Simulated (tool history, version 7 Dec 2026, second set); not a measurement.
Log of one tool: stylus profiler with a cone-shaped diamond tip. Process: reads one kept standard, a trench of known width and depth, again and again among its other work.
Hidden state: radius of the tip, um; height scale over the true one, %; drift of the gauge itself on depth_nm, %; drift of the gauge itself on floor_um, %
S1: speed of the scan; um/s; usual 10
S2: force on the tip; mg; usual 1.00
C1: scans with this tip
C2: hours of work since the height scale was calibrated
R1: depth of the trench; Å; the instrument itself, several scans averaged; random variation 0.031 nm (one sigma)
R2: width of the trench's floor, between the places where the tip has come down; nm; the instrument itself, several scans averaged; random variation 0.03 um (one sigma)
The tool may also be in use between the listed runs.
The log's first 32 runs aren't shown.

Run 33, day 15.875: usual settings but S1 2 um/s; C1 3080; C2 407. Result: R1 1005.7 Å, R2 18480 nm.
Run 34, day 16.329: usual settings but S1 28 um/s, S2 1.26 mg; C1 3133; C2 414. Result: R1 1006.9 Å, R2 18370 nm.
Run 35, day 16.979: usual settings but S1 22 um/s, S2 2.36 mg; C1 3209; C2 424. Result: R1 1011.1 Å, R2 18460 nm.
Run 36, day 17.258: usual settings but S1 22 um/s, S2 2.36 mg; C1 3242; C2 428. Result: R1 1010.1 Å, R2 18430 nm.
Run 37, day 17.671: usual settings but S1 22 um/s, S2 2.36 mg; C1 3290; C2 435. Result: R1 1010.3 Å, R2 18410 nm.
Run 38, day 18.300: usual settings but S1 3 um/s, S2 2.38 mg; C1 3363; C2 444. Result: R1 1010.2 Å, R2 18580 nm.
Run 39, day 18.829: usual settings but S1 3 um/s, S2 2.38 mg; C1 3425; C2 453. Result: R1 1010.8 Å, R2 18550 nm.
Run 40, day 19.233: usual settings but S1 3 um/s, S2 2.38 mg; C1 3472; C2 459. Result: R1 1010.5 Å, R2 18560 nm.
Run 41, day 19.538: usual settings but S1 14 um/s; C1 3507; C2 463. Result: R1 1005.9 Å, R2 18470 nm.
Run 42, day 20.088: usual settings but S1 14 um/s; C1 3571; C2 472. Result: R1 1005.6 Å, R2 18480 nm.
Run 43, day 20.367: usual settings but S1 14 um/s; C1 3604; C2 476. Result: R1 1006.5 Å, R2 18390 nm.
Run 44, day 20.662: usual settings but S1 14 um/s; C1 3638; C2 481. Result: R1 1005.8 Å, R2 18420 nm.
Run 45, day 21.300: usual settings but S1 15 um/s, S2 1.26 mg; C1 3713; C2 491. Result: R1 1007.1 Å, R2 18400 nm.
Run 46, day 21.779: usual settings but S1 8 um/s, S2 2.49 mg; C1 3769; C2 498. Result: R1 1010.6 Å, R2 18570 nm.

3 ways to go on from here, each from the tool as it stands after run 46. What would each give?
Run A, day 22.154: usual settings but S1 3 um/s, S2 1.87 mg; C1 3812; C2 504. Result: R1 ?, R2 ?.
Run B, day 22.154: usual settings but S1 15 um/s, S2 0.54 mg; C1 3812; C2 504. Result: R1 ?, R2 ?.
Run C, day 22.154: usual settings but S1 3 um/s, S2 1.45 mg; C1 3812; C2 504. Result: R1 ?, R2 ?.

run      R1     R2
  A  1009.2  18570
  B  1003.5  18410
  C  1007.5  18580
Without the tool's hidden state the same runs would have given:
run      R1     R2
  A  1008.8  18620
  B  1003.2  18450
  C  1007.1  18620
